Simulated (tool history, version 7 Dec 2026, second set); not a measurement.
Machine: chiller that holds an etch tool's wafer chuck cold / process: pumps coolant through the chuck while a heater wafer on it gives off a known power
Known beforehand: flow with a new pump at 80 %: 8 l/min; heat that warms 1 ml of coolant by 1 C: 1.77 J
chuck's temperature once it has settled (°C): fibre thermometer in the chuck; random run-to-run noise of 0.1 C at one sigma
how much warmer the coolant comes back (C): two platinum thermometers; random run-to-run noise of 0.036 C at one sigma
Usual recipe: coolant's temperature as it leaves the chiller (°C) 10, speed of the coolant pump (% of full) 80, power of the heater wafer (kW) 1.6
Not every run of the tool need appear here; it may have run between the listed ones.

run	hour	coolant's temperature as it leaves the chiller (°C)	speed of the coolant pump (% of full)	power of the heater wafer (kW)	chuck's temperature once it has settled (°C)	how much warmer the coolant comes back (C)
1	0	10	80	1.6	26.5	6.72
2	51.2	10	80	1.6	26.6	6.84
3	97.6	10	80	1.6	26.6	6.72
4	138.5	10	80	1.6	26.6	6.75
5	183	10	80	1.6	26.7	6.75
6	227	10	80	1.538	25.9	6.51
7	283.3	10	80	1.538	26	6.51
8	320.6	10	80	1.6	26.4	6.84
9	363.4	10	80	1.6	26.6	6.8
10	409.6	10	89	1.6	25.3	6.14
11	433.7	14	80	1.6	30.5	6.79
12	459.1	14	80	1.6	30.5	6.8
13	485.9	14	80	1.6	30.6	6.8
14	528.3	10	80	1.674	27.2	7.09
15	568.2	10	80	1.674	27.4	7.04
16	601.7	10	80	1.674	27.6	7.06
17	646.3	13	68	2.395	40.8	11.99
18	692	10	72	1.6	27.9	7.53
19	743.1	17	68	1.6	35.7	7.97
20	796.9	13	68	1.6	31.6	7.99
21	852.9	3	72	1.357	18.2	6.42
22	901.6	10	68	2.34	37.2	11.66
# hour 953.9: chiller's thermometer calibrated
23	961.1	2	96	1.967	19.9	6.96
24	1001.2	10	72	1.002	21.2	4.72
25	1035.2	10	72	1.002	21.2	4.69

Alternative continuations, all from the tool just after run 25; predict every row:
A	1088.4	3	80	1.6	?	?
B	1088.4	10	63	1.209	?	?
C	1088.4	17	86	1.757	?	?

run	chuck's temperature once it has settled (°C)	how much warmer the coolant comes back (C)
A	19.6	6.82
B	24.7	6.53
C	34.2	6.95
Take away the tool's hidden state, keep each run's random variation, and the runs would have read:
run	chuck's temperature once it has settled (°C)	how much warmer the coolant comes back (C)
A	19.6	6.81
B	24.7	6.53
C	34.2	6.95

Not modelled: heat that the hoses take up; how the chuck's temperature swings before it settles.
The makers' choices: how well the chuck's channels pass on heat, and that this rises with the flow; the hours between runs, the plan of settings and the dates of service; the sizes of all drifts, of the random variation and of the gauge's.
